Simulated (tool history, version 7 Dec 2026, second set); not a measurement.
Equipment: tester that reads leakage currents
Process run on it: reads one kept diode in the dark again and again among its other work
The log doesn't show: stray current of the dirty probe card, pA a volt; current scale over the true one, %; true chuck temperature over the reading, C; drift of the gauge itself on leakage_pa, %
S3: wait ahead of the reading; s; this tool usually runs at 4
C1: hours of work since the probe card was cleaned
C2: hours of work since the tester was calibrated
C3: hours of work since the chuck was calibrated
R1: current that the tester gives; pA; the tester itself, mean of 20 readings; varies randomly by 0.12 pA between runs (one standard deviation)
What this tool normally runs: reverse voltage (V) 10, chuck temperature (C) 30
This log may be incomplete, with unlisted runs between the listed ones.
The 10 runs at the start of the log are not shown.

Run 11, hour 299.7: usual settings but S3 3.56 s; C1 219; C2 984; C3 1448. Result: R1 43.18 pA.
Run 12, hour 327.8: usual settings but S3 3.56 s; C1 237; C2 1002; C3 1466. Result: R1 43.45 pA.
Run 13, hour 355.2: usual settings but S3 3.56 s; C1 254; C2 1020; C3 1483. Result: R1 43.54 pA.
Run 14, hour 394.6: usual settings but S3 3.56 s; C1 279; C2 1045; C3 1509. Result: R1 43.96 pA.
Run 15, hour 418.5: usual settings but S3 3.56 s; C1 294; C2 1060; C3 1524. Result: R1 44.23 pA.
Run 16, hour 442.8: usual settings but S3 3.56 s; C1 310; C2 1076; C3 1539. Result: R1 44.23 pA.
Run 17, hour 468.5: usual settings but S3 3.56 s; C1 326; C2 1092; C3 1556. Result: R1 44.58 pA.
At hour 474.1: probe card cleaned and baked.
Run 18, hour 498.1: usual settings but chuck temperature (C) 44; C1 15; C2 1109; C3 1573. Result: R1 111.62 pA.

Run 19, settings as shown, results not yet in. Your forecast:
Run 19, hour 528.5: usual settings but chuck temperature (C) 44; C1 35; C2 1128; C3 1592. Result: R1 ?.

Run 19 measured R1 111.99 pA.
The same run, on a tool lacking any hidden state, would have yielded R1 99.22 pA.
